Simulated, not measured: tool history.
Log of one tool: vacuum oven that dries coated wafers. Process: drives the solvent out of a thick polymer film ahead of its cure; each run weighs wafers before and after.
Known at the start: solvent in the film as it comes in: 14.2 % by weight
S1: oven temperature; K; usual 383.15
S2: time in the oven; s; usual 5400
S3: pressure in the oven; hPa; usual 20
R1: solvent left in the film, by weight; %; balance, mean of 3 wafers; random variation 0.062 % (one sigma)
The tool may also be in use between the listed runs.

run    hour      S1    S2    S3    R1
  1       0  383.15  5400    20  3.64
  2    64.3  383.15  5400    20  3.74
  3   103.2  383.15  5400    20  3.76
  4     152  383.15  5400    20  3.82
  5   221.5  383.15  5400    20   3.6
  6   264.8  383.15  5400    20  3.72
  7   302.5  383.15  5400    20  3.73
  8   379.5  383.15  5400    20  3.78
  9   433.1  383.15  5400    20  3.82
 10     508  387.15  5400    20  2.94
 11   573.7  387.15  5400    20  2.94
 12   638.8  383.15  5400    20  3.73
 13   714.4  383.15  5400    20  3.79
 14   772.6  383.15  5400    20  3.76
 15   814.7  393.15  8580  10.3  0.72
 16   855.1  383.15  3420  13.6  5.07
 17   928.4  383.15  3420  13.6  5.09
 18   965.9  370.15  8100    11  4.58
 19  1015.1  370.15  8100    11  4.48
 20  1056.9  370.15  8100    11   4.4
 21  1118.2  378.15  7800  14.3  3.06
 22  1174.3  378.15  7800  14.3  3.21
 23    1250  383.15  4980  28.1  4.43
 24  1323.2  383.15  4980  28.1  4.33

Run 25 comes next. What will it give?
 25  1378.4  394.15  6360  31.1   ?

{"run 25": {"R1": 1.94}}
Without the tool's hidden state the same run would have given R1 1.93 %.

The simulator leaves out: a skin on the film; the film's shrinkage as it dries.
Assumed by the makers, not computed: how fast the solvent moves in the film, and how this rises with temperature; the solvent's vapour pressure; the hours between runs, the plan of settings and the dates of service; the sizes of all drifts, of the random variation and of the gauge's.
